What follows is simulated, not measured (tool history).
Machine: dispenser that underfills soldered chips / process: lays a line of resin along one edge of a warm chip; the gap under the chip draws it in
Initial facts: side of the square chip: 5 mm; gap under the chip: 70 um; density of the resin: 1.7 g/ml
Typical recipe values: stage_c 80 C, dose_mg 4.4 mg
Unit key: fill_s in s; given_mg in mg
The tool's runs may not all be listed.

| run | hour | stage_c | dose_mg | fill_s | given_mg |
|---|---|---|---|---|---|
| 1 | 0 | 80 | 4.4 | 24.4 | 4.42 |
| 2 | 3.1 | 75 | 4.4 | 32.8 | 4.36 |
| 3 | 7.8 | 75 | 4.4 | 22.2 | 4.39 |
| 4 | 12.1 | 80 | 4.4 | 25.8 | 4.36 |
| 5 | 16.5 | 80 | 4.4 | 32.9 | 4.35 |
| 6 | 20.2 | 80 | 4.4 | 20 | 4.37 |
| 7 | 25.4 | 80 | 4.4 | 28 | 4.39 |
| 8 | 30.7 | 80 | 4.89 | 18.9 | 4.84 |
| 9 | 35.5 | 84 | 4.89 | 22.3 | 4.87 |
| 10 | 40.1 | 84 | 4.89 | 29.3 | 4.81 |
| 11 | 44 | 91 | 4.4 | 16.1 | 4.34 |
| 12 | 46.4 | 86 | 4.4 | 20.4 | 4.3 |
| 13 | 50 | 80 | 4.4 | 30.7 | 4.33 |
| 14 | 53.3 | 80 | 4.4 | 18.6 | 4.31 |
| 15 | 58.4 | 80 | 4.4 | 25.7 | 4.34 |
| 16 | 62.5 | 80 | 4.4 | 33 | 4.28 |
| 17 | 67.8 | 80 | 4.4 | 22.2 | 4.31 |
| 18 | 71.2 | 80 | 4.4 | 26.2 | 4.3 |
| 19 | 74.9 | 80 | 4.4 | 33.3 | 4.33 |
| 20 | 78.9 | 80 | 4.4 | 20.9 | 4.29 |
| 21 | 83.5 | 80 | 4.4 | 27.9 | 4.28 |
| 22 | 88.3 | 94 | 4.4 | 12.4 | 4.27 |
| 23 | 91.9 | 81 | 5.33 | 21.2 | 5.21 |
| 24 | 96.6 | 85 | 3.78 | 24.9 | 3.78 |
| 25 | 98.8 | 74 | 4.15 | 38.7 | 4.14 |
| 26 | 102.8 | 74 | 4.15 | 23.4 | 4.13 |
| 27 | 105.1 | 74 | 4.15 | 27.1 | 4.11 |
| 28 | 109.5 | 69 | 3.97 | 42.8 | 3.96 |
| 29 | 111.8 | 92 | 5.31 | 23.6 | 5.26 |
| 30 | 116.6 | 95 | 3.86 | 15.8 | 3.82 |
| 31 | 121.3 | 86 | 5.37 | 24.9 | 5.33 |
| 32 | 124.3 | 80 | 5.46 | 18.2 | 5.4 |
| 33 | 128.5 | 72 | 3.85 | 30.7 | 3.82 |
| 34 | 131.1 | 92 | 5.05 | 19.7 | 4.99 |
| 35 | 134.1 | 68 | 5.57 | 46.1 | 5.52 |
| 36 | 137.6 | 74 | 5.3 | 23.1 | 5.22 |

Not shown: 13 entries that the log had between the listed runs. Between which runs, and how does the tool's hidden state differ before and after?
After run 2, before run 3: new syringe of resin (hour 6.3)
  resin's viscosity, % of fresh resin's: 166.3 -> 109.5; dose that the valve gives, % of what is set: 99.56 -> 99.44; true chip temperature over the reading, C: -0.42 -> -0.44
  measured value less the no-hidden-state value, fill_s: +13.6 -> +2.2 s; given_mg: -0.02 -> -0.02 mg
After run 5, before run 6: new syringe of resin (hour 17.9)
  resin's viscosity, % of fresh resin's: 186.7 -> 116.2; dose that the valve gives, % of what is set: 99.21 -> 99.12; true chip temperature over the reading, C: -0.46 -> -0.47
  measured value less the no-hidden-state value, fill_s: +15.5 -> +3.1 s; given_mg: -0.04 -> -0.04 mg
After run 7, before run 8: new syringe of resin (hour 29.6)
  resin's viscosity, % of fresh resin's: 159 -> 107.2; dose that the valve gives, % of what is set: 98.98 -> 98.85; true chip temperature over the reading, C: -0.48 -> -0.5
  measured value less the no-hidden-state value, fill_s: +10.8 -> +1.5 s; given_mg: -0.04 -> -0.06 mg
After run 10, before run 11: new syringe of resin (hour 41.2)
  resin's viscosity, % of fresh resin's: 191.1 -> 119.5; dose that the valve gives, % of what is set: 98.59 -> 98.5; true chip temperature over the reading, C: -0.52 -> -0.53
  measured value less the no-hidden-state value, fill_s: +14.3 -> +2.8 s; given_mg: -0.07 -> -0.07 mg
After run 13, before run 14: new syringe of resin (hour 52.8)
  resin's viscosity, % of fresh resin's: 172.2 -> 105.5; dose that the valve gives, % of what is set: 98.33 -> 98.26; true chip temperature over the reading, C: -0.55 -> -0.56
  measured value less the no-hidden-state value, fill_s: +13.1 -> +1.3 s; given_mg: -0.08 -> -0.08 mg
After run 16, before run 17: new syringe of resin (hour 64.8)
  resin's viscosity, % of fresh resin's: 185.3 -> 121.8; dose that the valve gives, % of what is set: 98.03 -> 97.9; true chip temperature over the reading, C: -0.58 -> -0.6
  measured value less the no-hidden-state value, fill_s: +15.6 -> +4.2 s; given_mg: -0.08 -> -0.09 mg
After run 19, before run 20: new syringe of resin (hour 76.4)
  resin's viscosity, % of fresh resin's: 187.3 -> 117.9; dose that the valve gives, % of what is set: 97.72 -> 97.62; true chip temperature over the reading, C: -0.62 -> -0.63
  measured value less the no-hidden-state value, fill_s: +16 -> +3.6 s; given_mg: -0.1 -> -0.1 mg
After run 21, before run 22: new syringe of resin (hour 88.3)
  resin's viscosity, % of fresh resin's: 155.6 -> 99.1; dose that the valve gives, % of what is set: 97.5 -> 97.39; true chip temperature over the reading, C: -0.64 -> -0.65
  measured value less the no-hidden-state value, fill_s: +10.3 -> +0.2 s; given_mg: -0.11 -> -0.12 mg
After run 23, before run 24: dispensing valve cleaned and set on the balance (hour 93.2)
  resin's viscosity, % of fresh resin's: 123.4 -> 154.7; dose that the valve gives, % of what is set: 97.29 -> 99.67; true chip temperature over the reading, C: -0.66 -> -0.67
  measured value less the no-hidden-state value, fill_s: +4.3 -> +9.1 s; given_mg: -0.14 -> -0.01 mg
After run 25, before run 26: new syringe of resin (hour 100.9)
  resin's viscosity, % of fresh resin's: 177 -> 111.8; dose that the valve gives, % of what is set: 99.61 -> 99.51; true chip temperature over the reading, C: -0.68 -> -0.69
  measured value less the no-hidden-state value, fill_s: +16.9 -> +2.9 s; given_mg: -0.02 -> -0.02 mg
After run 29, before run 30: new syringe of resin (hour 112.6)
  resin's viscosity, % of fresh resin's: 194.4 -> 127.1; dose that the valve gives, % of what is set: 99.27 -> 99.14; true chip temperature over the reading, C: -0.71 -> -0.72
  measured value less the no-hidden-state value, fill_s: +11.8 -> +3.6 s; given_mg: -0.03 -> -0.03 mg
After run 31, before run 32: new syringe of resin (hour 124.2)
  resin's viscosity, % of fresh resin's: 169.8 -> 101; dose that the valve gives, % of what is set: 99.01 -> 98.94; true chip temperature over the reading, C: -0.74 -> -0.75
  measured value less the no-hidden-state value, fill_s: +10.7 -> +0.6 s; given_mg: -0.05 -> -0.06 mg
After run 35, before run 36: new syringe of resin (hour 136.1)
  resin's viscosity, % of fresh resin's: 183.7 -> 110.1; dose that the valve gives, % of what is set: 98.69 -> 98.6; true chip temperature over the reading, C: -0.77 -> -0.78
  measured value less the no-hidden-state value, fill_s: +21.6 -> +2.6 s; given_mg: -0.07 -> -0.07 mg
